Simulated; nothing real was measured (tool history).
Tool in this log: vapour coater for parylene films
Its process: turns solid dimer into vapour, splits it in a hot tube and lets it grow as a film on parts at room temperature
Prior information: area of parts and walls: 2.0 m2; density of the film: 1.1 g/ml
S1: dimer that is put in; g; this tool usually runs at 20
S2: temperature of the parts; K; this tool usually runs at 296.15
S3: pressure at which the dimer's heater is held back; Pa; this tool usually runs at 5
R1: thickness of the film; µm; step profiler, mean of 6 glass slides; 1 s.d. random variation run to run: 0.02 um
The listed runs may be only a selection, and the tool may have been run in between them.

run,day,S1,S2,S3,R1
1,0,20,296.15,5,4.94
2,1.212,20,296.15,5,4.95
3,2.058,20,296.15,5,4.93
# day 2.883: trap's valve overhauled
4,3.146,20,296.15,5,4.94
5,4.108,20,296.15,5,4.93
6,5.229,20,296.15,5,4.92
7,6.017,20,296.15,5,4.92
8,6.592,20,296.15,4.92,4.98
9,7.654,20,296.15,4.92,4.92
10,9.025,20,296.15,5,4.93
11,10.254,20,296.15,5,4.97
12,11.129,17,296.15,5,4.22
13,12.338,20,296.15,5,4.97
14,13.196,10,296.15,5,2.46
15,14.538,10,296.15,5,2.47
16,15.121,11,296.15,5,2.71
17,16.196,20,288.15,5,7.29
18,17.417,10,296.15,5,2.46
19,18.6,8,296.15,2.64,2.23
20,19.742,20,301.15,11.39,3.35
21,21.029,20,301.15,11.39,3.33
22,21.867,20,301.15,11.39,3.33
23,22.55,8,296.15,2.19,2.29
24,23.946,8,296.15,6.86,1.86
25,24.967,30,289.15,6.15,10.08
26,25.642,22,296.15,10.64,4.71
27,26.7,9,289.15,3.38,3.35

Predict each of these 3 candidate next runs independently; none follows another, all start after run 27:
A,28.017,10,293.15,11.41,?
B,28.017,10,305.15,3.38,?
C,28.017,21,300.15,2.28,?

run,R1
A,2.46
B,1.71
C,4.94
The same runs, with their run-to-run variation unchanged, on a tool lacking any hidden condition would have given:
run,R1
A,2.46
B,1.71
C,4.94

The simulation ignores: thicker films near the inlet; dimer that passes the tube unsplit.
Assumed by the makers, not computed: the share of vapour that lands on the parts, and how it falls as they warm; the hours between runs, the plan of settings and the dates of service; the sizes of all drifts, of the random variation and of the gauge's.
